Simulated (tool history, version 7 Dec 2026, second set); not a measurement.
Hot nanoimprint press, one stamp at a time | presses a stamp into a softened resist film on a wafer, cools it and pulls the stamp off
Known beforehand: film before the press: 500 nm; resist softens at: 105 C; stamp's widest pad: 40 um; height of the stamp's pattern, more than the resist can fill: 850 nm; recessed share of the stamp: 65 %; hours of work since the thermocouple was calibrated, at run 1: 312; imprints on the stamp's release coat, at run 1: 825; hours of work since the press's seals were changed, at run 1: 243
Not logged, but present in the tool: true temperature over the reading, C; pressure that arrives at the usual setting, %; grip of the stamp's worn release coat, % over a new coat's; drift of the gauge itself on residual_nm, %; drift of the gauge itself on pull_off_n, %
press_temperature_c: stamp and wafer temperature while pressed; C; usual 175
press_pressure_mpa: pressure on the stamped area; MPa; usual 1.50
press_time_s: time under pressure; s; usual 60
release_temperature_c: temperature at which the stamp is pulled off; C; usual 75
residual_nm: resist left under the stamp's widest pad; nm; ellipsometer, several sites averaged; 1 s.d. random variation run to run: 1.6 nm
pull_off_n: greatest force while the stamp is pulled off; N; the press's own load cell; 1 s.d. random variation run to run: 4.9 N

run   hour  press_temperature_c  press_pressure_mpa  press_time_s  release_temperature_c  hours of work since the thermocouple was calibrated  imprints on the stamp's release coat  hours of work since the press's seals were changed  residual_nm  pull_off_n
  1    0.0                  175                1.50            60                     75                                                  312                                   825                                                 243        262.6         233
  2    5.8                  175                1.50            60                     75                                                  316                                   848                                                 247        257.6         235
  3   10.7                  175                1.50            60                     75                                                  320                                   867                                                 251        262.7         237
  4   16.1                  175                1.50            60                     75                                                  324                                   888                                                 255        261.5         253
  5   24.6                  175                1.50            60                     75                                                  331                                   921                                                 262        260.9         233
  6   33.4                  175                1.50            60                     75                                                  337                                   955                                                 268        258.2         238
  7   40.0                  175                1.50            60                     75                                                  342                                   981                                                 273        259.0         240
  8   47.5                  175                1.50            60                     75                                                  348                                  1010                                                 279        260.0         238
  9   53.2                  175                1.50            60                     75                                                  352                                  1032                                                 283        263.4         246
 10   62.0                  175                1.50            60                     75                                                  359                                  1066                                                 290        261.5         238
 11   66.9                  175                1.50            60                     75                                                  363                                  1086                                                 294        259.3         242
 12   74.4                  175                1.50            60                     75                                                  368                                  1114                                                 300        260.1         239
 13   80.3                  175                1.50            60                     75                                                  373                                  1138                                                 304        261.2         236
 14   88.1                  175                1.50            60                     75                                                  379                                  1168                                                 310        261.8         245
 15   95.2                  175                1.50            60                     75                                                  384                                  1196                                                 315        263.6         231
 16  103.6                  175                1.21            60                     75                                                  391                                  1228                                                 322        283.3         240
 17  112.6                  163                1.50            60                     75                                                  398                                  1263                                                 329        365.9         235
 18  117.0                  178                1.10            36                     67                                                  401                                  1280                                                 332        314.6         297
 19  126.5                  178                1.10            36                     67                                                  408                                  1317                                                 339        313.2         301
 20  134.4                  175                1.50            31                     78                                                  414                                  1348                                                 345        322.5         216
 21  138.5                  175                1.50            31                     64                                                  417                                  1364                                                 348        319.0         320
 22  143.0                  166                1.46            46                     79                                                  421                                  1381                                                 352        362.2         222
 23  151.1                  166                1.46            46                     79                                                  427                                  1413                                                 358        366.3         212
 24  159.9                  186                1.93            32                     62                                                  434                                  1447                                                 365        213.0         323
 25  168.6                  186                1.93            32                     62                                                  440                                  1481                                                 371        212.4         339
 26  173.5                  186                1.93            32                     62                                                  444                                  1500                                                 375        214.8         331
 27  179.5                  186                1.22            98                     72                                                  448                                  1523                                                 380        162.2         256
 28  185.8                  171                1.91            49                     75                                                  453                                  1548                                                 384        288.9         240
 29  193.4                  175                2.39            40                     75                                                  459                                  1577                                                 390        255.9         239
 30  197.4                  171                1.50            60                     72                                                  462                                  1593                                                 393        296.2         256

Predict each of these 4 candidate next runs independently; none follows another, all start after run 30:
  A  204.7                  164                1.50            60                     63                                                  468                                  1621                                                 399            ?           ?
  B  204.7                  171                1.07            60                     72                                                  468                                  1621                                                 399            ?           ?
  C  204.7                  171                1.50            60                     79                                                  468                                  1621                                                 399            ?           ?
  D  204.7                  174                1.50            81                     80                                                  468                                  1621                                                 399            ?           ?

run  residual_nm  pull_off_n
  A        360.0         320
  B        328.6         258
  C        296.7         217
  D        238.3         199
With the hidden condition removed and each run's random variation left untouched, the same runs would have given:
run  residual_nm  pull_off_n
  A        359.7         317
  B        328.3         256
  C        296.4         215
  D        238.0         197

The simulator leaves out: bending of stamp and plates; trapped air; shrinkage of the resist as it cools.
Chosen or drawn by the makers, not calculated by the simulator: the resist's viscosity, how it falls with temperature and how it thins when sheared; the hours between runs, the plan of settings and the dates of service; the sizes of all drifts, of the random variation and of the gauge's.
